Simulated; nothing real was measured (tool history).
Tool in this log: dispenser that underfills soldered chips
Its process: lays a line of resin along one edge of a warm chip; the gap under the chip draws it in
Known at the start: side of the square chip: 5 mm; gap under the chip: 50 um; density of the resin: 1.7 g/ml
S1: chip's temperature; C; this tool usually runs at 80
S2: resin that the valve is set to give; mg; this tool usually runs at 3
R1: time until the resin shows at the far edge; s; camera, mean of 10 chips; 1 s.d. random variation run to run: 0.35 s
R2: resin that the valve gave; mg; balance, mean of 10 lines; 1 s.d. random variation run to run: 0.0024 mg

Run 1, day 0: usual settings. Result: R1 20.8 s, R2 2.998 mg.
Run 2, day 0.138: usual settings. Result: R1 23.5 s, R2 2.994 mg.
Run 3, day 0.283: usual settings but S1 84 C. Result: R1 23.8 s, R2 2.999 mg.
Run 4, day 0.521: usual settings but S1 84 C. Result: R1 17.3 s, R2 2.995 mg.
Run 5, day 0.683: usual settings but S1 84 C. Result: R1 21.1 s, R2 2.991 mg.
Run 6, day 0.908: usual settings but S2 3.46 mg. Result: R1 18.4 s, R2 3.442 mg.
Run 7, day 1.2: usual settings but S1 77 C, S2 3.16 mg. Result: R1 29.2 s, R2 3.141 mg.
Run 8, day 1.388: usual settings but S1 77 C, S2 3.16 mg. Result: R1 21.7 s, R2 3.135 mg.
Run 9, day 1.567: usual settings but S1 79 C, S2 3.16 mg. Result: R1 22.7 s, R2 3.134 mg.
Run 10, day 1.733: usual settings but S1 68 C, S2 2.52 mg. Result: R1 49 s, R2 2.494 mg.
Run 11, day 1.933: usual settings but S1 84 C, S2 3.5 mg. Result: R1 16.8 s, R2 3.463 mg.
Run 12, day 2.112: usual settings but S1 84 C, S2 3.5 mg. Result: R1 20 s, R2 3.462 mg.

Removed from this log: 4 entries logged between the listed runs. Between which two listed runs does each belong, and how does the tool's hidden state at the listed run before it compare with that at the listed run after it?
After run 3, before run 4: new syringe of resin (day 0.408)
  resin's viscosity, % of fresh resin's: 147 -> 110; dose that the valve gives, % of what is set: 99.8 -> 99.69; true chip temperature over the reading, C: 0.25 -> 0.27
  measured value less the no-hidden-state value, R1: +7.3 -> +1.4 s; R2: -0.006 -> -0.009 mg
After run 5, before run 6: new syringe of resin (day 0.892)
  resin's viscosity, % of fresh resin's: 130 -> 101.3; dose that the valve gives, % of what is set: 99.6 -> 99.49; true chip temperature over the reading, C: 0.28 -> 0.3
  measured value less the no-hidden-state value, R1: +4.6 -> +0 s; R2: -0.012 -> -0.018 mg
After run 7, before run 8: new syringe of resin (day 1.379)
  resin's viscosity, % of fresh resin's: 136.2 -> 99.9; dose that the valve gives, % of what is set: 99.34 -> 99.25; true chip temperature over the reading, C: 0.33 -> 0.35
  measured value less the no-hidden-state value, R1: +7.4 -> -0.3 s; R2: -0.021 -> -0.023 mg
After run 10, before run 11: new syringe of resin (day 1.858)
  resin's viscosity, % of fresh resin's: 142.5 -> 108.4; dose that the valve gives, % of what is set: 99.08 -> 98.98; true chip temperature over the reading, C: 0.38 -> 0.39
  measured value less the no-hidden-state value, R1: +14 -> +1 s; R2: -0.024 -> -0.036 mg

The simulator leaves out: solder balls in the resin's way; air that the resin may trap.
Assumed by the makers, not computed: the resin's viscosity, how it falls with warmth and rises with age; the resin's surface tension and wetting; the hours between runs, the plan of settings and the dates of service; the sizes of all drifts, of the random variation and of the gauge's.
